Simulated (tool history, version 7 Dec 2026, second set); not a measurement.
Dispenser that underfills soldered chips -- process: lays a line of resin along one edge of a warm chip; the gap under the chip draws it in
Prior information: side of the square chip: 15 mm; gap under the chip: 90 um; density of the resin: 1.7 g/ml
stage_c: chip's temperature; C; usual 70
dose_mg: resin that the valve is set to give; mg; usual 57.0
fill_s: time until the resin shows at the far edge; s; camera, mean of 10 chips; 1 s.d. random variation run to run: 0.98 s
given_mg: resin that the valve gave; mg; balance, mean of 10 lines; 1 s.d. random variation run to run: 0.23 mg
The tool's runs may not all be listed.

| run | hour | stage_c | dose_mg | fill_s | given_mg |
|---|---|---|---|---|---|
| 1 | 0.0 | 70 | 57.0 | 153.1 | 55.85 |
|  | 3.7 | new syringe of resin |
| 2 | 3.7 | 70 | 73.3 | 93.1 | 72.05 |
| 3 | 7.9 | 70 | 73.3 | 113.2 | 71.28 |
| 4 | 13.7 | 70 | 73.3 | 143.1 | 71.50 |
| 5 | 17.6 | 70 | 73.3 | 166.6 | 71.10 |
|  | 19.0 | new syringe of resin |
| 6 | 25.9 | 70 | 71.6 | 121.9 | 69.54 |
|  | 33.9 | new syringe of resin |
| 7 | 33.9 | 70 | 57.0 | 95.8 | 55.18 |
| 8 | 38.1 | 70 | 57.0 | 114.0 | 55.02 |
| 9 | 45.9 | 70 | 52.5 | 157.1 | 50.68 |
|  | 49.0 | new syringe of resin |
| 10 | 52.0 | 70 | 52.5 | 109.6 | 50.46 |
| 11 | 59.9 | 70 | 52.5 | 153.2 | 50.42 |
|  | 64.2 | new syringe of resin |
| 12 | 64.2 | 70 | 52.5 | 98.7 | 50.36 |
| 13 | 70.4 | 68 | 50.9 | 136.2 | 48.77 |
| 14 | 74.2 | 68 | 50.9 | 162.8 | 48.96 |
|  | 79.3 | new syringe of resin |
| 15 | 81.3 | 83 | 59.7 | 66.4 | 56.73 |
| 16 | 88.0 | 55 | 72.5 | 236.9 | 68.88 |
|  | 94.5 | new syringe of resin |
| 17 | 95.8 | 76 | 53.5 | 85.3 | 51.32 |
| 18 | 102.6 | 83 | 71.3 | 86.9 | 67.31 |
|  | 104.8 | dispensing valve cleaned and set on the balance |
|  | 110.6 | new syringe of resin |
| 19 | 110.6 | 73 | 48.8 | 88.0 | 48.95 |

Some steps in fill_s, run to run, broken into two amounts with sign: the step expected even without the hidden condition (settings, incoming material, random variation), and the rest, left for the hidden condition together with whatever gauge scatter is not in both the measured and the hidden-condition-free result:
What the log doesn't record here: resin's viscosity, % of fresh resin's; dose that the valve gives, % of what is set; true chip temperature over the reading, C; drift of the gauge itself on fill_s, %; drift of the gauge itself on given_mg, %.
Run 15 -> 16: stage_c 83 -> 55, dose_mg 59.7 -> 72.5. fill_s +170.5 s: hidden state +68.6, all else +101.9.
